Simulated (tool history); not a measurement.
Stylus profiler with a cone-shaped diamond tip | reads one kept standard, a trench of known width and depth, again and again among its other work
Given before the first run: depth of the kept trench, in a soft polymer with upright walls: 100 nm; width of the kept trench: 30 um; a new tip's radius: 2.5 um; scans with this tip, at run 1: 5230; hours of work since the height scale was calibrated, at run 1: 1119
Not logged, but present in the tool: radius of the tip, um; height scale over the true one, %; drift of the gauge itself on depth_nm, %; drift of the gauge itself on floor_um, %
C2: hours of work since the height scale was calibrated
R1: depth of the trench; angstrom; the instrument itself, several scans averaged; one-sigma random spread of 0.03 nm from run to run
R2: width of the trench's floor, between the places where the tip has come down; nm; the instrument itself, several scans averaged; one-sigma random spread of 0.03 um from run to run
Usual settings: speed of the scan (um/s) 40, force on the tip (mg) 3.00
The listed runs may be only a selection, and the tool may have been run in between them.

run 1 day=0.000 | speed_of_the_scan_(um/s)=40 force_on_the_tip_(mg)=3.00 | scans_with_this_tip=5230 C2=1119 | R1=1007.4 R2=28320
run 2 day=2.371 | speed_of_the_scan_(um/s)=33 force_on_the_tip_(mg)=3.00 | scans_with_this_tip=5376 C2=1150 | R1=1007.4 R2=28310
run 3 day=4.033 | speed_of_the_scan_(um/s)=40 force_on_the_tip_(mg)=1.65 | scans_with_this_tip=5478 C2=1172 | R1=1004.2 R2=28260
run 4 day=5.725 | speed_of_the_scan_(um/s)=40 force_on_the_tip_(mg)=1.65 | scans_with_this_tip=5582 C2=1194 | R1=1003.6 R2=28290
run 5 day=6.829 | speed_of_the_scan_(um/s)=40 force_on_the_tip_(mg)=2.01 | scans_with_this_tip=5650 C2=1209 | R1=1005.3 R2=28280
run 6 day=8.900 | speed_of_the_scan_(um/s)=40 force_on_the_tip_(mg)=2.01 | scans_with_this_tip=5778 C2=1236 | R1=1005.2 R2=28220
run 7 day=11.112 | speed_of_the_scan_(um/s)=49 force_on_the_tip_(mg)=2.01 | scans_with_this_tip=5914 C2=1265 | R1=1004.7 R2=28200
run 8 day=13.321 | speed_of_the_scan_(um/s)=49 force_on_the_tip_(mg)=2.01 | scans_with_this_tip=6050 C2=1294 | R1=1004.8 R2=28180
run 9 day=15.029 | speed_of_the_scan_(um/s)=40 force_on_the_tip_(mg)=3.00 | scans_with_this_tip=6155 C2=1317 | R1=1006.8 R2=28230
run 10 day=16.183 | speed_of_the_scan_(um/s)=40 force_on_the_tip_(mg)=3.00 | scans_with_this_tip=6226 C2=1332 | R1=1007.2 R2=28240
run 11 day=17.817 | speed_of_the_scan_(um/s)=40 force_on_the_tip_(mg)=5.63 | scans_with_this_tip=6327 C2=1354 | R1=1011.6 R2=28310
run 12 day=20.108 | speed_of_the_scan_(um/s)=40 force_on_the_tip_(mg)=5.63 | scans_with_this_tip=6468 C2=1384 | R1=1011.7 R2=28230
run 13 day=21.533 | speed_of_the_scan_(um/s)=40 force_on_the_tip_(mg)=3.00 | scans_with_this_tip=6556 C2=1403 | R1=1007.1 R2=28210
run 14 day=23.929 | speed_of_the_scan_(um/s)=40 force_on_the_tip_(mg)=3.00 | scans_with_this_tip=6703 C2=1434 | R1=1006.3 R2=28250
run 15 day=25.954 | speed_of_the_scan_(um/s)=14 force_on_the_tip_(mg)=3.00 | scans_with_this_tip=6828 C2=1461 | R1=1006.1 R2=28300
run 16 day=28.146 | speed_of_the_scan_(um/s)=14 force_on_the_tip_(mg)=3.00 | scans_with_this_tip=6963 C2=1490 | R1=1005.7 R2=28290
run 17 day=29.612 | speed_of_the_scan_(um/s)=40 force_on_the_tip_(mg)=3.00 | scans_with_this_tip=7053 C2=1509 | R1=1006.2 R2=28240
run 18 day=31.725 | speed_of_the_scan_(um/s)=40 force_on_the_tip_(mg)=3.00 | scans_with_this_tip=7184 C2=1537 | R1=1006.2 R2=28210
run 19 day=34.271 | speed_of_the_scan_(um/s)=40 force_on_the_tip_(mg)=3.00 | scans_with_this_tip=7340 C2=1570 | R1=1006.1 R2=28180
run 20 day=36.700 | speed_of_the_scan_(um/s)=29 force_on_the_tip_(mg)=3.00 | scans_with_this_tip=7490 C2=1602 | R1=1006.0 R2=28270
run 21 day=39.192 | speed_of_the_scan_(um/s)=29 force_on_the_tip_(mg)=2.34 | scans_with_this_tip=7643 C2=1635 | R1=1004.4 R2=28240
run 22 day=40.350 | speed_of_the_scan_(um/s)=29 force_on_the_tip_(mg)=2.34 | scans_with_this_tip=7715 C2=1651 | R1=1005.0 R2=28230
run 23 day=41.821 | speed_of_the_scan_(um/s)=40 force_on_the_tip_(mg)=2.63 | scans_with_this_tip=7805 C2=1670 | R1=1004.7 R2=28140
run 24 day=43.288 | speed_of_the_scan_(um/s)=40 force_on_the_tip_(mg)=2.63 | scans_with_this_tip=7895 C2=1689 | R1=1005.1 R2=28210
-- day=43.521 height scale calibrated on a step standard
run 25 day=44.688 | speed_of_the_scan_(um/s)=27 force_on_the_tip_(mg)=2.63 | scans_with_this_tip=7980 C2=15 | R1=1002.6 R2=28200
run 26 day=46.433 | speed_of_the_scan_(um/s)=18 force_on_the_tip_(mg)=1.80 | scans_with_this_tip=8088 C2=38 | R1=1000.7 R2=28200
-- day=47.675 height scale calibrated on a step standard, once more
run 27 day=47.721 | speed_of_the_scan_(um/s)=14 force_on_the_tip_(mg)=5.34 | scans_with_this_tip=8166 C2=1 | R1=1014.9 R2=28250
run 28 day=49.342 | speed_of_the_scan_(um/s)=14 force_on_the_tip_(mg)=5.34 | scans_with_this_tip=8266 C2=22 | R1=1015.3 R2=28220
run 29 day=51.188 | speed_of_the_scan_(um/s)=29 force_on_the_tip_(mg)=3.00 | scans_with_this_tip=8379 C2=46 | R1=1010.7 R2=28170
run 30 day=53.192 | speed_of_the_scan_(um/s)=40 force_on_the_tip_(mg)=1.16 | scans_with_this_tip=8503 C2=73 | R1=1005.6 R2=28060
run 31 day=55.783 | speed_of_the_scan_(um/s)=40 force_on_the_tip_(mg)=1.16 | scans_with_this_tip=8663 C2=107 | R1=1005.5 R2=28120
run 32 day=57.671 | speed_of_the_scan_(um/s)=30 force_on_the_tip_(mg)=1.49 | scans_with_this_tip=8779 C2=132 | R1=1006.2 R2=28150
run 33 day=59.954 | speed_of_the_scan_(um/s)=40 force_on_the_tip_(mg)=7.73 | scans_with_this_tip=8919 C2=162 | R1=1018.7 R2=28150
run 34 day=61.612 | speed_of_the_scan_(um/s)=40 force_on_the_tip_(mg)=7.73 | scans_with_this_tip=9021 C2=184 | R1=1019.1 R2=28110
run 35 day=63.454 | speed_of_the_scan_(um/s)=105 force_on_the_tip_(mg)=2.88 | scans_with_this_tip=9135 C2=208 | R1=1010.0 R2=27950
run 36 day=65.408 | speed_of_the_scan_(um/s)=15 force_on_the_tip_(mg)=2.14 | scans_with_this_tip=9255 C2=234 | R1=1007.2 R2=28170
run 37 day=66.721 | speed_of_the_scan_(um/s)=51 force_on_the_tip_(mg)=1.24 | scans_with_this_tip=9336 C2=251 | R1=1005.4 R2=28030
run 38 day=68.304 | speed_of_the_scan_(um/s)=15 force_on_the_tip_(mg)=3.43 | scans_with_this_tip=9434 C2=272 | R1=1010.3 R2=28190
run 39 day=69.533 | speed_of_the_scan_(um/s)=14 force_on_the_tip_(mg)=1.68 | scans_with_this_tip=9509 C2=288 | R1=1006.4 R2=28170
run 40 day=71.788 | speed_of_the_scan_(um/s)=47 force_on_the_tip_(mg)=1.99 | scans_with_this_tip=9648 C2=318 | R1=1007.6 R2=28100
run 41 day=72.921 | speed_of_the_scan_(um/s)=47 force_on_the_tip_(mg)=1.99 | scans_with_this_tip=9718 C2=333 | R1=1007.3 R2=28070
run 42 day=74.112 | speed_of_the_scan_(um/s)=11 force_on_the_tip_(mg)=1.71 | scans_with_this_tip=9791 C2=348 | R1=1006.4 R2=28200
run 43 day=75.917 | speed_of_the_scan_(um/s)=11 force_on_the_tip_(mg)=5.94 | scans_with_this_tip=9902 C2=372 | R1=1015.3 R2=28190
run 44 day=78.467 | speed_of_the_scan_(um/s)=143 force_on_the_tip_(mg)=3.00 | scans_with_this_tip=10059 C2=406 | R1=1009.8 R2=27930
run 45 day=81.038 | speed_of_the_scan_(um/s)=143 force_on_the_tip_(mg)=3.00 | scans_with_this_tip=10218 C2=440 | R1=1009.9 R2=27890
run 46 day=83.317 | speed_of_the_scan_(um/s)=143 force_on_the_tip_(mg)=3.00 | scans_with_this_tip=10358 C2=470 | R1=1009.3 R2=27900
run 47 day=85.329 | speed_of_the_scan_(um/s)=26 force_on_the_tip_(mg)=3.00 | scans_with_this_tip=10482 C2=496 | R1=1009.5 R2=28120

Alternative continuations, all from the tool just after run 47; predict every row:
run A day=86.458 | speed_of_the_scan_(um/s)=136 force_on_the_tip_(mg)=2.19 | scans_with_this_tip=10552 C2=511 | R1=? R2=?
run B day=86.458 | speed_of_the_scan_(um/s)=40 force_on_the_tip_(mg)=1.54 | scans_with_this_tip=10552 C2=511 | R1=? R2=?
run C day=86.458 | speed_of_the_scan_(um/s)=72 force_on_the_tip_(mg)=6.69 | scans_with_this_tip=10552 C2=511 | R1=? R2=?

run=A R1=1007.3 R2=27810
run=B R1=1005.5 R2=28060
run=C R1=1016.8 R2=28120
Had the tool no hidden state, the same runs would have come out as:
run=A R1=1008.1 R2=28260
run=B R1=1006.3 R2=28510
run=C R1=1017.6 R2=28560
